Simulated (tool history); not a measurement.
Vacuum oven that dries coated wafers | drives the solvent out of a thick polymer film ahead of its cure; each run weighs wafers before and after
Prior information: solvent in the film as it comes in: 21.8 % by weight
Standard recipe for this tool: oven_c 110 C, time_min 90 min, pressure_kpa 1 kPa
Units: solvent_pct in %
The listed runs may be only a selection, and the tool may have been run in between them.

run,hour,oven_c,time_min,pressure_kpa,solvent_pct
1,0,110,90,1,4.22
2,16.1,110,92,1,4.11
3,26.7,110,92,1,4.14
4,35.1,114,92,1,3.25
5,46.7,114,92,1,3.26
6,63.7,114,92,1,3.27
7,80.2,114,92,1,3.23
8,96.1,110,98,1,3.72
9,112,110,60,1,6.52
10,121.5,110,90,1,4.2
11,133.6,110,90,1,4.23
12,146,110,90,1,4.29
13,156.2,110,90,1,4.26
14,171.9,110,90,1,4.26
15,188.6,110,90,1,4.25
16,198.1,110,90,1,4.2
17,213.8,110,90,1,4.33
18,230.3,110,108,1,3.39
19,238.5,110,108,1,3.41
20,247.4,110,108,1,3.45
21,261.1,110,108,1,3.34
22,269.5,124,86,2.42,2.89
23,283.5,109,86,2.42,6.27
24,297.3,109,86,2.42,6.36
25,306.8,110,95,1,3.89
# hour 309.5: oven's thermocouples calibrated
26,321.3,123,95,1,1.68
27,332.4,123,95,1,1.6
28,344.1,112,161,1.21,2.06
29,352.7,112,161,1.21,2.05
30,361.9,111,78,1,4.68
31,376.7,109,78,0.52,4.56
32,385.6,99,78,1.03,7.95
# hour 399.8: oven's thermocouples calibrated, once more
33,400.8,107,90,1.05,5.25
34,413.4,110,54,1,7.4
35,421,98,54,0.77,10.3
36,437.2,98,54,0.77,10.43
37,452.1,107,54,0.69,7.85
38,461.7,102,135,1,4.39
39,477.9,105,122,1,4.12
40,487.2,116,52,3.79,8.11
41,503.8,104,52,1.53,9.8

Each row is a separate what-if for the run after 41, all from the same tool condition, not one after another. Results?
A,516.4,96,49,2.05,?
B,516.4,123,56,3.05,?
C,516.4,110,90,3.71,?

run,solvent_pct
A,12.86
B,5.33
C,7.33
Without the tool's hidden state the same runs would have given:
run,solvent_pct
A,12.81
B,5.32
C,7.3

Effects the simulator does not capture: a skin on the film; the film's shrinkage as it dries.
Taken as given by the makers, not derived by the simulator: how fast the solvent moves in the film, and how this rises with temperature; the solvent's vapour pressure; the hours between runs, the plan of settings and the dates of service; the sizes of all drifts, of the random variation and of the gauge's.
